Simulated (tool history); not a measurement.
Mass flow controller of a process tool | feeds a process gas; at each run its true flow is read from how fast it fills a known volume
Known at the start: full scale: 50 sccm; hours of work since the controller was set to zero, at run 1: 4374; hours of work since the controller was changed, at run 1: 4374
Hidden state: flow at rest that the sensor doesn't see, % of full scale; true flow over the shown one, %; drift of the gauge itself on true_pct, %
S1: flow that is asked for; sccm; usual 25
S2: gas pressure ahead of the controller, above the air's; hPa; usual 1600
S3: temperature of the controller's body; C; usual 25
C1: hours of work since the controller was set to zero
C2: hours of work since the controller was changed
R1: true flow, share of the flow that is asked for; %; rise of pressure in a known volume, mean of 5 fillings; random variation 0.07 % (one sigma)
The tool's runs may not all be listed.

run,hour,S1,S2,S3,C1,C2,R1
1,0.0,25,1600,25,4374,4374,99.26
2,388.0,25,1600,25,4492,4492,99.44
3,651.6,25,1600,25,4573,4573,99.49
4,1045.9,25,1600,25,4694,4694,99.37
5,1362.0,25,1600,25,4790,4790,99.33
6,1558.7,25,1600,25,4850,4850,99.35
# hour 1760.1: controller's zero set anew
7,1814.8,25,1600,25,17,4928,99.36
8,2028.8,25,1600,23,82,4994,99.13
9,2219.1,25,1600,23,140,5052,99.29
10,2559.7,25,1600,23,244,5156,99.20
11,2816.8,25,2150,25,323,5235,98.91
12,3030.7,25,2150,24,388,5300,99.07
13,3450.4,25,1600,25,517,5428,99.25
14,3655.0,25,1600,25,579,5491,99.34
15,3924.5,25,1520,25,662,5573,99.31
16,4348.8,25,1600,25,791,5703,99.31
17,4662.5,34,2380,22,887,5799,99.19
18,4857.9,25,2670,22,947,5859,98.73
19,5154.0,40,1600,37,1037,5949,100.14
20,5398.5,40,1600,37,1112,6024,100.23
21,5703.6,40,1600,37,1205,6117,100.28
22,6122.4,40,1600,28,1333,6245,99.97
23,6341.9,40,1600,28,1401,6312,99.98
24,6688.3,28,1570,24,1506,6418,99.36
25,6983.9,5,1570,24,1597,6509,98.52
26,7286.0,5,1570,24,1689,6601,98.51
27,7466.5,5,2680,31,1744,6656,98.27
28,7880.2,31,1430,25,1871,6782,99.43
29,8161.0,13,1440,20,1957,6868,98.82
30,8378.9,13,1440,20,2023,6935,98.79
31,8687.7,25,1550,25,2118,7029,99.31
32,8930.5,32,1600,25,2192,7104,99.72

Forecast each of these 3 alternatives for the next run:
A,9139.7,25,1780,34,2256,7167,?
B,9139.7,32,1600,37,2256,7167,?
C,9139.7,24,2590,25,2256,7167,?

run,R1
A,99.52
B,100.02
C,98.89
Without the tool's hidden state the same runs would have given:
run,R1
A,99.55
B,100.04
C,98.91

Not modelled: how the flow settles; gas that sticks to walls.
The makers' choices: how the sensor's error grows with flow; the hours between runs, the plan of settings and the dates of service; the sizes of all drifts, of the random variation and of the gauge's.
